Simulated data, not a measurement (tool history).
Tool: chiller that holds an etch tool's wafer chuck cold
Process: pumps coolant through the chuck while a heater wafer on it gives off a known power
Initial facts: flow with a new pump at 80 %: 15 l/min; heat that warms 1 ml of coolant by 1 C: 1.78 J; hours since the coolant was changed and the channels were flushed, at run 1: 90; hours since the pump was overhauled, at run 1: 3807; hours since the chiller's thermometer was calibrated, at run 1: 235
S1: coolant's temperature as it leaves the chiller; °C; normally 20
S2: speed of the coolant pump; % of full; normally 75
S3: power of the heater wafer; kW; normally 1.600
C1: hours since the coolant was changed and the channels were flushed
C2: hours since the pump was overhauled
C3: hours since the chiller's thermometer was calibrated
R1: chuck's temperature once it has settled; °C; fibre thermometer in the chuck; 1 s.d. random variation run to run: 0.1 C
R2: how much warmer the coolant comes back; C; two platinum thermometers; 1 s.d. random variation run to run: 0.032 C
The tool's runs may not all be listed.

run 1 day=0.000 | S1=20 S2=75 S3=1.600 | C1=90 C2=3807 C3=235 | R1=34.3 R2=4.19
run 2 day=4.008 | S1=20 S2=75 S3=1.600 | C1=186 C2=3903 C3=331 | R1=34.3 R2=4.18
run 3 day=8.529 | S1=20 S2=79 S3=1.600 | C1=295 C2=4012 C3=440 | R1=33.5 R2=3.98
run 4 day=14.888 | S1=20 S2=79 S3=1.600 | C1=447 C2=4164 C3=592 | R1=33.7 R2=4.00
run 5 day=18.675 | S1=20 S2=79 S3=1.600 | C1=538 C2=4255 C3=683 | R1=33.5 R2=4.06
run 6 day=23.217 | S1=20 S2=79 S3=1.600 | C1=647 C2=4364 C3=792 | R1=33.6 R2=4.09
run 7 day=27.083 | S1=20 S2=75 S3=1.600 | C1=740 C2=4457 C3=885 | R1=34.7 R2=4.28
run 8 day=32.333 | S1=20 S2=75 S3=1.600 | C1=866 C2=4583 C3=1011 | R1=34.5 R2=4.27
run 9 day=35.558 | S1=20 S2=75 S3=1.600 | C1=943 C2=4660 C3=1088 | R1=34.6 R2=4.37
run 10 day=41.667 | S1=23 S2=75 S3=1.600 | C1=1090 C2=4807 C3=1235 | R1=37.7 R2=4.35
run 11 day=47.267 | S1=23 S2=75 S3=1.600 | C1=1224 C2=4942 C3=1369 | R1=37.8 R2=4.32
run 12 day=53.050 | S1=20 S2=75 S3=1.600 | C1=1363 C2=5080 C3=1508 | R1=34.9 R2=4.34
run 13 day=55.917 | S1=20 S2=75 S3=1.600 | C1=1432 C2=5149 C3=1577 | R1=34.8 R2=4.40
run 14 day=58.825 | S1=20 S2=75 S3=2.332 | C1=1502 C2=5219 C3=1647 | R1=41.7 R2=6.37
run 15 day=63.725 | S1=20 S2=75 S3=2.332 | C1=1619 C2=5336 C3=1764 | R1=41.6 R2=6.37
run 16 day=69.438 | S1=20 S2=75 S3=2.332 | C1=1756 C2=5474 C3=1901 | R1=41.8 R2=6.41
run 17 day=75.742 | S1=20 S2=75 S3=2.332 | C1=1908 C2=5625 C3=2053 | R1=42.0 R2=6.36
run 18 day=78.521 | S1=20 S2=75 S3=2.332 | C1=1974 C2=5692 C3=2119 | R1=42.2 R2=6.43
run 19 day=82.212 | S1=24 S2=75 S3=0.902 | C1=2063 C2=5780 C3=2208 | R1=32.5 R2=2.49
run 20 day=88.104 | S1=15 S2=74 S3=0.986 | C1=2204 C2=5922 C3=2349 | R1=24.5 R2=2.84
run 21 day=93.958 | S1=14 S2=74 S3=0.986 | C1=2345 C2=6062 C3=2490 | R1=23.6 R2=2.81
run 22 day=99.675 | S1=19 S2=96 S3=1.881 | C1=2482 C2=6199 C3=2627 | R1=33.0 R2=4.02
run 23 day=105.729 | S1=20 S2=67 S3=1.209 | C1=2627 C2=6345 C3=2772 | R1=33.1 R2=3.87
run 24 day=111.604 | S1=24 S2=72 S3=0.908 | C1=2768 C2=6486 C3=2913 | R1=33.2 R2=2.64
run 25 day=118.033 | S1=24 S2=88 S3=0.864 | C1=2923 C2=6640 C3=3068 | R1=31.1 R2=2.11
run 26 day=122.088 | S1=24 S2=88 S3=0.864 | C1=3020 C2=6737 C3=3165 | R1=31.1 R2=2.04
run 27 day=124.954 | S1=25 S2=73 S3=1.600 | C1=3089 C2=6806 C3=3234 | R1=41.1 R2=4.68
run 28 day=130.079 | S1=12 S2=73 S3=1.600 | C1=3212 C2=6929 C3=3357 | R1=28.2 R2=4.69
run 29 day=134.025 | S1=13 S2=73 S3=1.600 | C1=3306 C2=7024 C3=3451 | R1=29.3 R2=4.73
run 30 day=138.338 | S1=13 S2=73 S3=1.600 | C1=3410 C2=7127 C3=3555 | R1=29.3 R2=4.77
run 31 day=141.683 | S1=17 S2=65 S3=1.600 | C1=3490 C2=7208 C3=3635 | R1=35.4 R2=5.40
run 32 day=144.950 | S1=17 S2=75 S3=1.456 | C1=3569 C2=7286 C3=3714 | R1=31.4 R2=4.21

Each row is a separate what-if for the run after 32, all from the same tool condition, not one after another. Results?
run A day=150.129 | S1=16 S2=75 S3=0.872 | C1=3693 C2=7410 C3=3838 | R1=? R2=?
run B day=150.129 | S1=20 S2=75 S3=0.808 | C1=3693 C2=7410 C3=3838 | R1=? R2=?
run C day=150.129 | S1=20 S2=63 S3=1.170 | C1=3693 C2=7410 C3=3838 | R1=? R2=?
run D day=150.129 | S1=20 S2=75 S3=1.600 | C1=3693 C2=7410 C3=3838 | R1=? R2=?

run=A R1=24.6 R2=2.49
run=B R1=27.9 R2=2.32
run=C R1=33.8 R2=4.09
run=D R1=36.1 R2=4.57
Stripped of hidden state, with their random variation kept, the same runs would have yielded:
run=A R1=23.1 R2=2.05
run=B R1=26.5 R2=1.92
run=C R1=31.2 R2=3.39
run=D R1=33.0 R2=3.78
